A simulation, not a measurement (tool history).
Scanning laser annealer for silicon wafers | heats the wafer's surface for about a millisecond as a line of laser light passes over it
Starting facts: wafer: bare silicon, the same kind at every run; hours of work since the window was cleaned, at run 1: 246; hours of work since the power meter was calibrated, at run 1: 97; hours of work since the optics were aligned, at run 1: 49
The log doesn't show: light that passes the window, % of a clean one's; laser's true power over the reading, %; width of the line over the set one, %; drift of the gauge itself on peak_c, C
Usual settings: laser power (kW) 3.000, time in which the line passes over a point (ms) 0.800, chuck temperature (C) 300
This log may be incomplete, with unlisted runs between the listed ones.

run   hour  laser power (kW)  time in which the line passes over a point (ms)  chuck temperature (C)  hours of work since the window was cleaned  hours of work since the power meter was calibrated  hours of work since the optics were aligned  highest temperature of the surface (C)
  1    0.0             3.000                                            0.800                    300                                         246                                                  97                                           49                                    1054
  2   21.2             3.000                                            0.800                    300                                         263                                                 114                                           66                                    1054
  3   45.3             2.713                                            0.800                    300                                         283                                                 133                                           85                                     972
  4   78.9             3.000                                            0.800                    300                                         309                                                 160                                          112                                    1047
  5  101.9             3.000                                            0.800                    300                                         328                                                 178                                          130                                    1048
     109.0  -- optics aligned, line set to its width
  6  132.2             3.000                                            0.800                    300                                         348                                                 198                                           19                                    1044
  7  159.0             3.000                                            0.800                    300                                         369                                                 220                                           40                                    1046
  8  191.1             2.781                                            0.800                    311                                         395                                                 245                                           66                                     995
  9  226.0             2.660                                            0.996                    311                                         423                                                 273                                           93                                    1042
 10  250.7             3.208                                            0.846                    274                                         443                                                 293                                          113                                    1099
     258.0  -- optics aligned, line set to its width, once more
 11  277.3             3.023                                            0.800                    307                                         460                                                 310                                           15                                    1055
 12  296.9             2.563                                            0.564                    333                                         476                                                 326                                           31                                     842
 13  318.6             2.617                                            0.593                    284                                         493                                                 343                                           48                                     819
 14  348.8             3.199                                            0.622                    309                                         517                                                 367                                           73                                     994

Entry by entry between the runs, the difference in hidden state between the last listed run before and the first listed run after:
Logged between run 5 and run 6: optics aligned, line set to its width (hour 109.0)
  light that passes the window, % of a clean one's: 97.5 -> 97.36; laser's true power over the reading, %: 0.37 -> 0.36; width of the line over the set one, %: 0.2 -> 0.27
  the result without the hidden state subtracted from the measured one, highest temperature of the surface (C): -19 -> -21
Logged between run 10 and run 11: optics aligned, line set to its width, once more (hour 258.0)
  light that passes the window, % of a clean one's: 96.67 -> 96.54; laser's true power over the reading, %: 0.33 -> 0.32; width of the line over the set one, %: 0.33 -> 0.05
  the result without the hidden state subtracted from the measured one, highest temperature of the surface (C): -30 -> -27
